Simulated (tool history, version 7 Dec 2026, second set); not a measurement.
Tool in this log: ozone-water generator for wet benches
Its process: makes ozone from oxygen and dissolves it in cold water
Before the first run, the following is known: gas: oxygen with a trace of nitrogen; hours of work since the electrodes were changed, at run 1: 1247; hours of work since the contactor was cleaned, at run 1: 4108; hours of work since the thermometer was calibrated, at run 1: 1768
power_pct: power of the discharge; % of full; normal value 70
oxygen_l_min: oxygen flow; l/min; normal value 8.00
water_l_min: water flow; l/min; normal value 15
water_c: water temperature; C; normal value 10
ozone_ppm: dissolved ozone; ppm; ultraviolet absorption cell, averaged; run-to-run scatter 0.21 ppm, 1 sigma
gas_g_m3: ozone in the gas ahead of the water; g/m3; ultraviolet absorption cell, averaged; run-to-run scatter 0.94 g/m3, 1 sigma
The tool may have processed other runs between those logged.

| run | day | power_pct | oxygen_l_min | water_l_min | water_c | hours of work since the electrodes were changed | hours of work since the contactor was cleaned | hours of work since the thermometer was calibrated | ozone_ppm | gas_g_m3 |
|---|---|---|---|---|---|---|---|---|---|---|
| 1 | 0.000 | 70 | 8.00 | 15 | 10 | 1247 | 4108 | 1768 | 27.9 | 154.1 |
| 2 | 1.612 | 46 | 8.00 | 15 | 10 | 1273 | 4134 | 1794 | 22.5 | 123.7 |
| 3 | 2.550 | 70 | 8.00 | 15 | 5 | 1288 | 4150 | 1809 | 30.4 | 154.8 |
| 4 | 4.338 | 70 | 12.83 | 15 | 10 | 1317 | 4178 | 1838 | 27.5 | 127.3 |
| 5 | 5.204 | 70 | 12.83 | 15 | 10 | 1331 | 4192 | 1852 | 27.3 | 125.4 |
| 6 | 6.246 | 70 | 12.83 | 15 | 10 | 1348 | 4209 | 1869 | 27.5 | 126.9 |
| 7 | 7.246 | 70 | 12.83 | 15 | 10 | 1364 | 4225 | 1885 | 27.4 | 127.6 |
| 8 | 8.912 | 70 | 8.00 | 15 | 10 | 1391 | 4252 | 1912 | 27.7 | 154.4 |
| 9 | 10.746 | 70 | 8.00 | 15 | 10 | 1420 | 4282 | 1942 | 28.3 | 154.3 |
| 10 | 11.958 | 70 | 8.00 | 15 | 10 | 1440 | 4302 | 1961 | 28.1 | 153.8 |
| 11 | 13.050 | 70 | 8.00 | 15 | 10 | 1458 | 4319 | 1979 | 27.6 | 154.4 |
| 12 | 14.158 | 70 | 8.00 | 15 | 10 | 1476 | 4337 | 1997 | 27.6 | 153.3 |
| 13 | 15.050 | 70 | 8.00 | 15 | 10 | 1490 | 4351 | 2011 | 27.8 | 152.8 |
| 14 | 15.900 | 94 | 8.00 | 9 | 10 | 1504 | 4365 | 2025 | 43.5 | 179.9 |
| 15 | 17.321 | 83 | 5.18 | 22 | 5 | 1527 | 4388 | 2048 | 22.4 | 199.0 |
| 16 | 19.083 | 80 | 4.12 | 22 | 7 | 1555 | 4417 | 2077 | 20.0 | 216.6 |
| 17 | 20.438 | 79 | 4.12 | 22 | 7 | 1577 | 4439 | 2098 | 20.0 | 213.5 |
| 18 | 21.742 | 79 | 4.12 | 22 | 7 | 1598 | 4460 | 2119 | 20.1 | 213.2 |
| 19 | 22.754 | 79 | 4.12 | 22 | 7 | 1614 | 4476 | 2136 | 20.0 | 212.9 |
| 20 | 24.083 | 62 | 4.95 | 15 | 9 | 1636 | 4497 | 2157 | 25.4 | 175.6 |
| 21 | 26.000 | 62 | 4.95 | 15 | 9 | 1667 | 4528 | 2188 | 25.3 | 173.8 |
| 22 | 27.788 | 62 | 4.95 | 15 | 9 | 1696 | 4557 | 2217 | 25.1 | 174.2 |

Run 23, settings as shown, results not yet in. Your forecast:
| 23 | 28.679 | 70 | 8.27 | 16 | 10 | 1710 | 4572 | 2232 | ? | ? |

{"run 23": {"ozone_ppm": 26.5, "gas_g_m3": 150.1}}
If the tool had no hidden condition, the same run with the same run-to-run variation would have returned ozone_ppm 28.9 ppm, gas_g_m3 156.8 g/m3.

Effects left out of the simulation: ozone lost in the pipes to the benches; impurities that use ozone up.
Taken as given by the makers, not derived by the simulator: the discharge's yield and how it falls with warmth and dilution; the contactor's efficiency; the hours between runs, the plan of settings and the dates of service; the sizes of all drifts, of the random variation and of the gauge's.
